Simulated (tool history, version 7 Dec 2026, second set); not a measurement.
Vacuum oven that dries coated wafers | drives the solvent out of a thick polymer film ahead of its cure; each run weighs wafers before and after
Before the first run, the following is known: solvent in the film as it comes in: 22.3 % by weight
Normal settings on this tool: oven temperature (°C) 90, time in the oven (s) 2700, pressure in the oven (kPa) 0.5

run,hour,oven temperature (°C),time in the oven (s),pressure in the oven (kPa),solvent left in the film (%)
1,0,90,2700,0.5,4.65
2,64.2,96,2700,0.5,2.21
3,130.2,96,2700,0.5,2.2
4,157.4,96,2700,0.5,2.26
5,194.9,96,2700,0.5,2.31
6,245.1,82,2700,0.564,8.63
7,273.4,104,4620,0.697,0.39
8,316.6,86,2700,0.5,6.8
9,357.2,86,2700,0.5,6.78
10,408.3,100,2580,1.12,1.66

Measured less the same run without the tool's hidden state. The same run-to-run variation is in both; the gauge's scatter may not be:
The hidden state here: true wafer temperature over the reading, C; true pressure over the reading, kPa; drift of the gauge itself on solvent_pct, %.
run,solvent left in the film (%)
1,+0.22
2,+0.18
3,+0.2
4,+0.21
5,+0.22
6,+0.33
7,+0.09
8,+0.35
9,+0.37
10,+0.21
